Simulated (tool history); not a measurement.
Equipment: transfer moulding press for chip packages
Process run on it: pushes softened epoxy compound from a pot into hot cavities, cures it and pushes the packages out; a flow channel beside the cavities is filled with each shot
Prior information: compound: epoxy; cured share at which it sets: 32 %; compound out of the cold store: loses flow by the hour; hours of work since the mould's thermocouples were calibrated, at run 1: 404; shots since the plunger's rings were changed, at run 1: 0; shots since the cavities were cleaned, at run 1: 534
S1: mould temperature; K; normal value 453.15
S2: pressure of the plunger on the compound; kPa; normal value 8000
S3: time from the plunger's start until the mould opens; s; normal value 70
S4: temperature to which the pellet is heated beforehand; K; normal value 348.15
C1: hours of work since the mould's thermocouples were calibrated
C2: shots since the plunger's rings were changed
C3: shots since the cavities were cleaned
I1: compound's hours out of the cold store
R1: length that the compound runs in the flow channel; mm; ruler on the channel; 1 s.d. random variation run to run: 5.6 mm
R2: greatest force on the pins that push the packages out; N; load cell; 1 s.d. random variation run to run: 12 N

{"run": 1, "hour": 0.0, "S1": 453.15, "S2": 8000, "S3": 70, "S4": 348.15, "C1": 404, "C2": 0, "C3": 534, "I1": 18.7, "R1": 569, "R2": 872}
{"hour": 20.5, "done": "cavities cleaned with cleaning compound and waxed"}
{"run": 2, "hour": 29.8, "S1": 453.15, "S2": 8000, "S3": 70, "S4": 348.15, "C1": 422, "C2": 428, "C3": 140, "I1": 18.2, "R1": 560, "R2": 663}
{"run": 3, "hour": 45.8, "S1": 453.15, "S2": 8000, "S3": 70, "S4": 348.15, "C1": 433, "C2": 671, "C3": 383, "I1": 31.2, "R1": 525, "R2": 786}
{"run": 4, "hour": 59.9, "S1": 447.15, "S2": 8000, "S3": 70, "S4": 348.15, "C1": 441, "C2": 885, "C3": 597, "I1": 26.8, "R1": 560, "R2": 1292}
{"hour": 75.8, "done": "cavities cleaned with cleaning compound and waxed"}
{"run": 5, "hour": 75.8, "S1": 453.15, "S2": 8000, "S3": 70, "S4": 348.15, "C1": 451, "C2": 1103, "C3": 0, "I1": 11.9, "R1": 596, "R2": 577}
{"run": 6, "hour": 89.4, "S1": 453.15, "S2": 8000, "S3": 70, "S4": 348.15, "C1": 459, "C2": 1309, "C3": 206, "I1": 13.1, "R1": 584, "R2": 724}
{"run": 7, "hour": 110.4, "S1": 453.15, "S2": 8000, "S3": 70, "S4": 348.15, "C1": 473, "C2": 1627, "C3": 524, "I1": 22.6, "R1": 544, "R2": 852}
{"run": 8, "hour": 125.9, "S1": 453.15, "S2": 8000, "S3": 70, "S4": 348.15, "C1": 483, "C2": 1861, "C3": 758, "I1": 25.1, "R1": 534, "R2": 923}
{"hour": 131.1, "done": "cavities cleaned with cleaning compound and waxed"}
{"run": 9, "hour": 152.6, "S1": 453.15, "S2": 8000, "S3": 70, "S4": 348.15, "C1": 499, "C2": 2244, "C3": 327, "I1": 20, "R1": 555, "R2": 781}
{"run": 10, "hour": 180.2, "S1": 453.15, "S2": 8000, "S3": 70, "S4": 348.15, "C1": 516, "C2": 2661, "C3": 744, "I1": 30.8, "R1": 506, "R2": 901}
{"hour": 187.8, "done": "cavities cleaned with cleaning compound and waxed"}
{"run": 11, "hour": 205.8, "S1": 453.15, "S2": 8000, "S3": 70, "S4": 348.15, "C1": 532, "C2": 3026, "C3": 273, "I1": 38, "R1": 484, "R2": 706}
{"run": 12, "hour": 227.7, "S1": 453.15, "S2": 8000, "S3": 70, "S4": 348.15, "C1": 545, "C2": 3357, "C3": 604, "I1": 10.6, "R1": 577, "R2": 942}
{"run": 13, "hour": 239.9, "S1": 458.15, "S2": 8000, "S3": 70, "S4": 348.15, "C1": 553, "C2": 3543, "C3": 790, "I1": 33, "R1": 491, "R2": 780}
{"hour": 243.3, "done": "cavities cleaned with cleaning compound and waxed"}
{"run": 14, "hour": 268.1, "S1": 453.15, "S2": 8000, "S3": 67, "S4": 348.15, "C1": 570, "C2": 3947, "C3": 376, "I1": 30.5, "R1": 499, "R2": 791}
{"run": 15, "hour": 290.7, "S1": 453.15, "S2": 8000, "S3": 67, "S4": 340.15, "C1": 585, "C2": 4289, "C3": 718, "I1": 19.9, "R1": 543, "R2": 1067}
{"hour": 299.6, "done": "cavities cleaned with cleaning compound and waxed"}
{"run": 16, "hour": 313.1, "S1": 450.15, "S2": 8000, "S3": 62, "S4": 348.15, "C1": 598, "C2": 4605, "C3": 204, "I1": 11.6, "R1": 570, "R2": 1147}
{"run": 17, "hour": 325.4, "S1": 450.15, "S2": 8000, "S3": 62, "S4": 348.15, "C1": 606, "C2": 4792, "C3": 391, "I1": 36.5, "R1": 487, "R2": 1164}
{"run": 18, "hour": 343.7, "S1": 453.15, "S2": 8000, "S3": 58, "S4": 350.15, "C1": 617, "C2": 5069, "C3": 668, "I1": 27, "R1": 492, "R2": 1283}
{"hour": 355.4, "done": "cavities cleaned with cleaning compound and waxed"}
{"run": 19, "hour": 368.7, "S1": 453.15, "S2": 8000, "S3": 58, "S4": 350.15, "C1": 632, "C2": 5425, "C3": 202, "I1": 45.7, "R1": 441, "R2": 916}
{"run": 20, "hour": 395.7, "S1": 459.15, "S2": 8860, "S3": 86, "S4": 348.15, "C1": 650, "C2": 5834, "C3": 611, "I1": 47.3, "R1": 452, "R2": 657}
{"run": 21, "hour": 408.2, "S1": 459.15, "S2": 8030, "S3": 63, "S4": 352.15, "C1": 658, "C2": 6022, "C3": 799, "I1": 29, "R1": 495, "R2": 819}
{"hour": 411.5, "done": "cavities cleaned with cleaning compound and waxed"}
{"run": 22, "hour": 430.8, "S1": 445.15, "S2": 8000, "S3": 70, "S4": 339.15, "C1": 671, "C2": 6343, "C3": 294, "I1": 47.4, "R1": 447, "R2": 1139}
{"run": 23, "hour": 443.6, "S1": 445.15, "S2": 8000, "S3": 70, "S4": 339.15, "C1": 679, "C2": 6536, "C3": 487, "I1": 21, "R1": 537, "R2": 1422}
{"hour": 449.9, "done": "plunger's sealing rings changed"}
{"run": 24, "hour": 462.3, "S1": 445.15, "S2": 8000, "S3": 64, "S4": 357.15, "C1": 689, "C2": 187, "C3": 732, "I1": 24.5, "R1": 572, "R2": 1788}
{"hour": 469.3, "done": "cavities cleaned with cleaning compound and waxed"}
{"run": 25, "hour": 483.4, "S1": 455.15, "S2": 8710, "S3": 106, "S4": 340.15, "C1": 702, "C2": 484, "C3": 213, "I1": 19.5, "R1": 583, "R2": 525}
{"hour": 502.8, "done": "mould's thermocouples calibrated"}
{"run": 26, "hour": 507.1, "S1": 455.15, "S2": 8710, "S3": 60, "S4": 340.15, "C1": 3, "C2": 813, "C3": 542, "I1": 41.1, "R1": 511, "R2": 970}
{"hour": 528.1, "done": "cavities cleaned with cleaning compound and waxed"}
{"run": 27, "hour": 534.2, "S1": 456.15, "S2": 7820, "S3": 70, "S4": 351.15, "C1": 19, "C2": 1200, "C3": 91, "I1": 14.6, "R1": 565, "R2": 556}

Each row is a separate what-if for the run after 27, all from the same tool condition, not one after another. Results?
{"run": "A", "hour": 546.8, "S1": 453.15, "S2": 7040, "S3": 59, "S4": 348.15, "C1": 27, "C2": 1391, "C3": 282, "I1": 25.7, "R1": "?", "R2": "?"}
{"run": "B", "hour": 546.8, "S1": 456.15, "S2": 7820, "S3": 101, "S4": 342.15, "C1": 27, "C2": 1391, "C3": 282, "I1": 9.8, "R1": "?", "R2": "?"}
{"run": "C", "hour": 546.8, "S1": 456.15, "S2": 7610, "S3": 61, "S4": 346.15, "C1": 27, "C2": 1391, "C3": 282, "I1": 45.8, "R1": "?", "R2": "?"}
{"run": "D", "hour": 546.8, "S1": 447.15, "S2": 9300, "S3": 70, "S4": 345.15, "C1": 27, "C2": 1391, "C3": 282, "I1": 46.2, "R1": "?", "R2": "?"}
{"run": "E", "hour": 546.8, "S1": 446.15, "S2": 8000, "S3": 70, "S4": 340.15, "C1": 27, "C2": 1391, "C3": 282, "I1": 44.4, "R1": "?", "R2": "?"}

run=A R1=506 R2=1061
run=B R1=589 R2=560
run=C R1=461 R2=785
run=D R1=516 R2=1058
run=E R1=494 R2=1094
Had the tool no hidden state, the same runs would have come out as:
run=A R1=515 R2=794
run=B R1=600 R2=420
run=C R1=470 R2=590
run=D R1=526 R2=791
run=E R1=503 R2=820
